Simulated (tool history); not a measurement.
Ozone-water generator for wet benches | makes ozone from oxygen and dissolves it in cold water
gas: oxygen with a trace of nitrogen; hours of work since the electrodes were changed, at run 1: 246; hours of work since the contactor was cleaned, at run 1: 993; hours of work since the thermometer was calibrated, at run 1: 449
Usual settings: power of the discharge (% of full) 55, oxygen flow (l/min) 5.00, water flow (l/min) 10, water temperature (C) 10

run     day  power of the discharge (% of full)  oxygen flow (l/min)  water flow (l/min)  water temperature (C)  hours of work since the electrodes were changed  hours of work since the contactor was cleaned  hours of work since the thermometer was calibrated  dissolved ozone (ppm)  ozone in the gas ahead of the water (g/m3)
  1   0.000                                  55                 5.00                  10                     10                                              246                                            993                                                 449                   30.8                                       177.2
  2   1.917                                  55                 5.00                  10                     10                                              282                                           1029                                                 485                   30.7                                       176.8
  3   3.017                                  55                 5.00                  10                     10                                              302                                           1049                                                 505                   30.7                                       176.8
  4   4.908                                  55                 5.00                  10                     10                                              337                                           1084                                                 540                   30.6                                       177.9
  5   6.083                                  55                 5.00                  10                     10                                              359                                           1106                                                 562                   30.6                                       174.2
  6   7.692                                  55                 4.85                  10                     10                                              389                                           1136                                                 592                   30.7                                       179.7
  7   9.650                                  75                 5.00                  10                     10                                              426                                           1173                                                 629                   36.6                                       209.1
  8  10.712                                  55                 3.43                  10                     10                                              446                                           1192                                                 648                   31.5                                       220.0
  9  12.546                                  55                 5.00                  10                     10                                              480                                           1227                                                 683                   30.5                                       176.0
 10  14.575                                  55                 5.00                  10                     10                                              518                                           1264                                                 720                   30.6                                       176.1
 11  16.704                                  55                 5.00                  10                     10                                              557                                           1304                                                 760                   30.0                                       176.4
 12  18.338                                  55                 5.00                  10                     10                                              588                                           1334                                                 790                   30.4                                       174.8
 13  19.438                                  56                 5.00                  10                     10                                              608                                           1355                                                 811                   30.5                                       179.7
 14  21.333                                  68                 5.00                  10                     10                                              644                                           1390                                                 846                   34.1                                       196.1
 15  22.600                                  55                 8.64                  10                     10                                              667                                           1414                                                 870                   26.6                                       127.7
     22.808  -- water thermometer calibrated
 16  23.688                                  55                 8.64                  10                     10                                              687                                           1434                                                  16                   26.9                                       126.9
 17  25.554                                  55                 5.00                  10                     10                                              722                                           1469                                                  51                   29.9                                       175.7
 18  26.829                                  55                 5.00                  12                      8                                              746                                           1492                                                  75                   27.4                                       174.0
     27.783  -- water thermometer calibrated, once more
 19  27.783                                  95                 5.00                   6                     13                                              763                                           1510                                                   0                   52.3                                       236.8
 20  29.925                                  74                 3.72                   6                     17                                              803                                           1550                                                  40                   44.7                                       243.3
 21  31.417                                  74                 3.72                   6                     17                                              831                                           1577                                                  68                   45.3                                       243.2
 22  32.375                                  45                 5.00                  10                     11                                              848                                           1595                                                  86                   26.3                                       155.0
 23  34.388                                  47                 4.48                  10                      6                                              886                                           1633                                                 123                   29.7                                       170.0
 24  36.200                                  47                 4.48                  10                      6                                              920                                           1667                                                 157                   29.5                                       169.3
 25  37.750                                  52                 8.99                  14                     12                                              949                                           1695                                                 186                   20.2                                       119.2
 26  39.404                                  65                 4.76                   7                     17                                              979                                           1726                                                 216                   36.3                                       195.2
 27  40.521                                  55                 5.00                  10                     10                                             1000                                           1747                                                 237                   29.7                                       172.8
 28  42.321                                  55                 5.00                  10                     10                                             1034                                           1781                                                 271                   29.5                                       172.6
 29  43.275                                  55                 5.00                  10                     10                                             1052                                           1798                                                 289                   29.6                                       171.7
 30  45.379                                 100                 5.00                   6                     10                                             1091                                           1838                                                 328                   56.4                                       237.9
 31  47.350                                 100                 5.00                   6                     10                                             1127                                           1874                                                 365                   56.6                                       238.2
 32  48.692                                  55                 2.64                  14                     10                                             1152                                           1899                                                 390                   22.3                                       246.7
 33  50.854                                  55                 4.67                  14                     10                                             1193                                           1940                                                 430                   22.8                                       177.4
 34  52.167                                  57                 3.72                  12                      8                                             1217                                           1964                                                 454                   27.4                                       206.4

3 ways to go on from here, each from the tool as it stands after run 34. What would each give?
  A  53.846                                  57                 3.80                  12                      6                                             1248                                           1995                                                 486                      ?                                           ?
  B  53.846                                  96                 3.72                  14                      8                                             1248                                           1995                                                 486                      ?                                           ?
  C  53.846                                  41                 2.85                  10                     10                                             1248                                           1995                                                 486                      ?                                           ?

run  dissolved ozone (ppm)  ozone in the gas ahead of the water (g/m3)
  A                   27.4                                       204.2
  B                   31.4                                       273.2
  C                   25.6                                       203.0
Without the tool's hidden state the same runs would have given:
run  dissolved ozone (ppm)  ozone in the gas ahead of the water (g/m3)
  A                   29.7                                       213.7
  B                   34.7                                       290.2
  C                   27.4                                       210.3
